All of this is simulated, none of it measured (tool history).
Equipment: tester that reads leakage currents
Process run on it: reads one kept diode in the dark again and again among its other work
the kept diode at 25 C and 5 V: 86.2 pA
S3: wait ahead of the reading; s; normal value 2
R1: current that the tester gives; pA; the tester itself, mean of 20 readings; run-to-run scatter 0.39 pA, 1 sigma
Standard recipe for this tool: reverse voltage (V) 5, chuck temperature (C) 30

{"run": 1, "hour": 0.0, "reverse voltage (V)": 5, "chuck temperature (C)": 30, "S3": 2, "R1": 139.14}
{"run": 2, "hour": 54.0, "reverse voltage (V)": 5, "chuck temperature (C)": 30, "S3": 5.01, "R1": 137.99}
{"run": 3, "hour": 90.8, "reverse voltage (V)": 5, "chuck temperature (C)": 30, "S3": 5.01, "R1": 139.09}
{"run": 4, "hour": 120.5, "reverse voltage (V)": 5, "chuck temperature (C)": 30, "S3": 5.01, "R1": 137.99}
{"run": 5, "hour": 181.6, "reverse voltage (V)": 5, "chuck temperature (C)": 30, "S3": 2, "R1": 139.8}
{"run": 6, "hour": 229.6, "reverse voltage (V)": 5, "chuck temperature (C)": 30, "S3": 2, "R1": 139.98}
{"run": 7, "hour": 290.4, "reverse voltage (V)": 11.47, "chuck temperature (C)": 30, "S3": 2, "R1": 186.24}
{"run": 8, "hour": 358.2, "reverse voltage (V)": 11.47, "chuck temperature (C)": 30, "S3": 2, "R1": 186.41}
{"run": 9, "hour": 410.1, "reverse voltage (V)": 11.47, "chuck temperature (C)": 30, "S3": 2, "R1": 187.36}
{"run": 10, "hour": 479.5, "reverse voltage (V)": 5, "chuck temperature (C)": 30, "S3": 0.59, "R1": 142.97}
{"run": 11, "hour": 514.5, "reverse voltage (V)": 5, "chuck temperature (C)": 30, "S3": 0.34, "R1": 145.36}
{"run": 12, "hour": 558.6, "reverse voltage (V)": 5, "chuck temperature (C)": 30, "S3": 0.34, "R1": 145.81}
{"run": 13, "hour": 603.9, "reverse voltage (V)": 14.99, "chuck temperature (C)": 30, "S3": 2, "R1": 208.33}
{"run": 14, "hour": 665.5, "reverse voltage (V)": 14.99, "chuck temperature (C)": 30, "S3": 2, "R1": 209.03}
{"run": 15, "hour": 710.2, "reverse voltage (V)": 14.99, "chuck temperature (C)": 30, "S3": 2, "R1": 208.79}
{"run": 16, "hour": 749.0, "reverse voltage (V)": 14.99, "chuck temperature (C)": 30, "S3": 2, "R1": 210.27}
{"run": 17, "hour": 789.0, "reverse voltage (V)": 5.79, "chuck temperature (C)": 30, "S3": 2, "R1": 150.43}
{"run": 18, "hour": 827.7, "reverse voltage (V)": 8.03, "chuck temperature (C)": 30, "S3": 2, "R1": 161.13}
{"run": 19, "hour": 892.8, "reverse voltage (V)": 8.03, "chuck temperature (C)": 30, "S3": 2, "R1": 160.91}
{"run": 20, "hour": 926.9, "reverse voltage (V)": 1.06, "chuck temperature (C)": 30, "S3": 3.86, "R1": 85.57}
{"run": 21, "hour": 996.2, "reverse voltage (V)": 7.47, "chuck temperature (C)": 23, "S3": 3.97, "R1": 91.78}
{"run": 22, "hour": 1052.0, "reverse voltage (V)": 3.64, "chuck temperature (C)": 30, "S3": 3.97, "R1": 126.09}
{"run": 23, "hour": 1090.9, "reverse voltage (V)": 5, "chuck temperature (C)": 30, "S3": 0.33, "R1": 144.26}
{"run": 24, "hour": 1138.5, "reverse voltage (V)": 16.31, "chuck temperature (C)": 35, "S3": 0.31, "R1": 287.1}
{"run": 25, "hour": 1200.4, "reverse voltage (V)": 10.37, "chuck temperature (C)": 37, "S3": 5.96, "R1": 273.17}
{"run": 26, "hour": 1259.8, "reverse voltage (V)": 4.29, "chuck temperature (C)": 37, "S3": 5.96, "R1": 207.43}
{"run": 27, "hour": 1327.5, "reverse voltage (V)": 5.19, "chuck temperature (C)": 30, "S3": 0.33, "R1": 134.8}
{"run": 28, "hour": 1387.4, "reverse voltage (V)": 5.19, "chuck temperature (C)": 30, "S3": 0.33, "R1": 134.62}
{"run": 29, "hour": 1444.9, "reverse voltage (V)": 5.19, "chuck temperature (C)": 30, "S3": 0.33, "R1": 135.14}
{"run": 30, "hour": 1512.0, "reverse voltage (V)": 9.26, "chuck temperature (C)": 39, "S3": 2, "R1": 305.34}
{"run": 31, "hour": 1553.1, "reverse voltage (V)": 2.11, "chuck temperature (C)": 35, "S3": 5.37, "R1": 144.03}
{"run": 32, "hour": 1603.5, "reverse voltage (V)": 2.11, "chuck temperature (C)": 35, "S3": 5.37, "R1": 143.99}
{"run": 33, "hour": 1637.6, "reverse voltage (V)": 7.47, "chuck temperature (C)": 30, "S3": 2, "R1": 149.32}
{"run": 34, "hour": 1699.6, "reverse voltage (V)": 9.06, "chuck temperature (C)": 30, "S3": 1.98, "R1": 158.6}
{"run": 35, "hour": 1735.6, "reverse voltage (V)": 2.87, "chuck temperature (C)": 46, "S3": 5.6, "R1": 351.15}
{"run": 36, "hour": 1785.5, "reverse voltage (V)": 4.6, "chuck temperature (C)": 46, "S3": 2, "R1": 404.12}
{"run": 37, "hour": 1815.8, "reverse voltage (V)": 4.6, "chuck temperature (C)": 46, "S3": 6.12, "R1": 404.1}

The log once held 3 entries between its listed runs, left out of this copy. Where does each go, and what is different about the tool's unlogged condition between the listed run before it and the listed run after it?
Logged between run 17 and run 18: probe card cleaned and baked (hour 804.1)
  stray current of the dirty probe card, pA a volt: 1.043 -> 0.035; current scale over the true one, %: 1.08 -> 1.09; true chuck temperature over the reading, C: 0.85 -> 0.86
  measured value less the no-hidden-state value, R1: +16.41 -> +11.9 pA
Logged between run 23 and run 24: chuck's temperature calibrated (hour 1130)
  stray current of the dirty probe card, pA a volt: 0.107 -> 0.12; current scale over the true one, %: 1.16 -> 1.17; true chuck temperature over the reading, C: 0.97 -> -0.09
  measured value less the no-hidden-state value, R1: +11.9 -> +3.2 pA
Logged between run 26 and run 27: tester calibrated (hour 1276.4)
  stray current of the dirty probe card, pA a volt: 0.153 -> 0.173; current scale over the true one, %: 1.21 -> 0.12; true chuck temperature over the reading, C: -0.04 -> -0.01
  measured value less the no-hidden-state value, R1: +2.51 -> +0.86 pA
